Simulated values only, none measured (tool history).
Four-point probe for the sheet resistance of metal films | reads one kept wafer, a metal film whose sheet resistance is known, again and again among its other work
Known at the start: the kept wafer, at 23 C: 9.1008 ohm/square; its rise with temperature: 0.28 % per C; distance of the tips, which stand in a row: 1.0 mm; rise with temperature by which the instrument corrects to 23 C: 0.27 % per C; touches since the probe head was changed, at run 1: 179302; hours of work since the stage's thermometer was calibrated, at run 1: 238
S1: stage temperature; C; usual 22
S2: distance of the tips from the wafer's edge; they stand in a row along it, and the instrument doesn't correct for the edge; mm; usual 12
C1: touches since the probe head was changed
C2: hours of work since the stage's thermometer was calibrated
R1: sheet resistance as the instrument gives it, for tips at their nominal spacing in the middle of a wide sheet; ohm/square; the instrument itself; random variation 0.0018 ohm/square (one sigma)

Run 1, hour 0: usual settings; C1 179302; C2 238. Result: R1 9.094905 ohm/square.
Run 2, hour 74.8: usual settings; C1 183156; C2 284. Result: R1 9.09083 ohm/square.
Run 3, hour 151.1: usual settings; C1 187093; C2 332. Result: R1 9.090917 ohm/square.
Run 4, hour 259.7: usual settings; C1 192692; C2 400. Result: R1 9.090411 ohm/square.
Run 5, hour 357.4: usual settings but S2 7 mm; C1 197728; C2 461. Result: R1 9.152358 ohm/square.
Run 6, hour 461.3: usual settings but S2 49 mm; C1 203086; C2 526. Result: R1 9.05188 ohm/square.
Run 7, hour 591.4: usual settings; C1 209789; C2 607. Result: R1 9.088195 ohm/square.
Run 8, hour 679.1: usual settings; C1 214310; C2 662. Result: R1 9.082489 ohm/square.
Run 9, hour 786.2: usual settings but S2 29 mm; C1 219835; C2 729. Result: R1 9.051485 ohm/square.
Run 10, hour 918.1: usual settings but S2 29 mm; C1 226632; C2 811. Result: R1 9.054478 ohm/square.
Run 11, hour 985.8: usual settings but S2 29 mm; C1 230124; C2 854. Result: R1 9.052749 ohm/square.
Run 12, hour 1054.1: usual settings but S2 29 mm; C1 233643; C2 896. Result: R1 9.051379 ohm/square.
Run 13, hour 1136.2: usual settings but S2 29 mm; C1 237878; C2 948. Result: R1 9.045786 ohm/square.
Run 14, hour 1222.7: usual settings but S2 29 mm; C1 242336; C2 1002. Result: R1 9.046595 ohm/square.
At hour 1260.4: new probe head fitted.
Run 15, hour 1283: usual settings but S1 19 C, S2 29 mm; C1 1163; C2 1039. Result: R1 9.084447 ohm/square.
Run 16, hour 1347.9: usual settings but S1 27 C, S2 46 mm; C1 4509; C2 1080. Result: R1 9.085514 ohm/square.
Run 17, hour 1403.1: usual settings but S1 34 C, S2 35 mm; C1 7357; C2 1114. Result: R1 9.094045 ohm/square.
Run 18, hour 1495.5: usual settings but S1 31 C, S2 8 mm; C1 12118; C2 1172. Result: R1 9.159633 ohm/square.
Run 19, hour 1610.6: usual settings but S1 28 C, S2 13 mm; C1 18055; C2 1244. Result: R1 9.112053 ohm/square.
Run 20, hour 1741.9: usual settings but S1 28 C, S2 13 mm; C1 24823; C2 1326. Result: R1 9.109827 ohm/square.
Run 21, hour 1820.2: usual settings but S1 28 C, S2 13 mm; C1 28860; C2 1375. Result: R1 9.107493 ohm/square.
Run 22, hour 1895: usual settings but S1 27 C, S2 7 mm; C1 32717; C2 1422. Result: R1 9.176858 ohm/square.
Run 23, hour 1965: usual settings but S1 19 C, S2 4 mm; C1 36324; C2 1465. Result: R1 9.362061 ohm/square.
Run 24, hour 2038.5: usual settings but S1 25 C, S2 48 mm; C1 40115; C2 1511. Result: R1 9.072544 ohm/square.
At hour 2127.7: stage's thermometer calibrated.
Run 25, hour 2161.2: usual settings but S1 25 C, S2 13 mm; C1 46414; C2 21. Result: R1 9.115808 ohm/square.
Run 26, hour 2243.8: usual settings but S1 32 C, S2 5 mm; C1 50671; C2 73. Result: R1 9.285051 ohm/square.
Run 27, hour 2306.5: usual settings but S1 32 C, S2 5 mm; C1 53902; C2 112. Result: R1 9.284723 ohm/square.

Forecast each of these 4 alternatives for the next run:
Run A, hour 2423.7: usual settings but S1 26 C, S2 5 mm; C1 59944; C2 185. Result: R1 ?.
Run B, hour 2423.7: usual settings but S1 21 C, S2 47 mm; C1 59944; C2 185. Result: R1 ?.
Run C, hour 2423.7: usual settings but S1 28 C, S2 5 mm; C1 59944; C2 185. Result: R1 ?.
Run D, hour 2423.7: usual settings but S1 32 C, S2 26 mm; C1 59944; C2 185. Result: R1 ?.

run        R1
  A  9.274587
  B  9.079928
  C  9.277235
  D  9.097283
Without the tool's hidden state the same runs would have given:
run        R1
  A  9.296474
  B  9.101374
  C  9.299137
  D  9.118811

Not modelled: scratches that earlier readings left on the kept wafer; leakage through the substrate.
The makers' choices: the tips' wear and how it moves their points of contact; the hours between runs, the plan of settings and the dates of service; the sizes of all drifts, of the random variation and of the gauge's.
